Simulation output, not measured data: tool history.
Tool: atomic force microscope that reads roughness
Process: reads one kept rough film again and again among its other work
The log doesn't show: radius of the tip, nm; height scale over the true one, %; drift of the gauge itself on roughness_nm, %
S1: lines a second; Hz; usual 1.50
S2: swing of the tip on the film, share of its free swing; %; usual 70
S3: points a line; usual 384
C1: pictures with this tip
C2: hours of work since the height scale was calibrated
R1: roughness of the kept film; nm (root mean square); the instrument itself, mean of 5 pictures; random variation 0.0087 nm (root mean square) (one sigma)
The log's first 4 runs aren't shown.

run,hour,S1,S2,S3,C1,C2,R1
5,51.9,1.50,90,320,65,212,1.835
# hour 65.3: new tip fitted
6,72.3,1.50,90,320,11,223,1.837
7,85.7,1.50,70,384,30,230,1.918
8,104.4,1.50,70,384,58,241,1.919
9,115.8,0.86,70,384,75,247,1.938
# hour 122.1: new tip fitted
10,131.8,1.50,70,445,15,256,1.933
11,149.8,3.03,70,384,41,266,1.875
12,164.6,1.50,70,384,63,274,1.911
# hour 179.1: new tip fitted
13,179.8,1.50,70,384,1,282,1.921
14,195.5,1.50,70,384,25,291,1.937
15,204.3,1.50,70,482,38,296,1.923
16,216.8,1.50,70,384,56,303,1.919
17,228.2,1.89,70,384,73,309,1.910
# hour 236.6: new tip fitted
18,245.1,1.89,70,384,13,318,1.902
19,257.5,1.89,57,384,31,325,1.959
20,272.0,0.94,70,384,52,333,1.938
21,287.7,1.50,70,384,75,342,1.914
# hour 294.0: new tip fitted
22,300.2,2.35,70,384,9,349,1.895
23,314.3,2.35,70,384,30,357,1.891

The next listed run, before its measurement:
24,324.1,2.36,70,467,44,362,?

Run 24 gave R1 1.884 nm (root mean square).
Without the tool's hidden state the same run would have given R1 1.888 nm (root mean square).
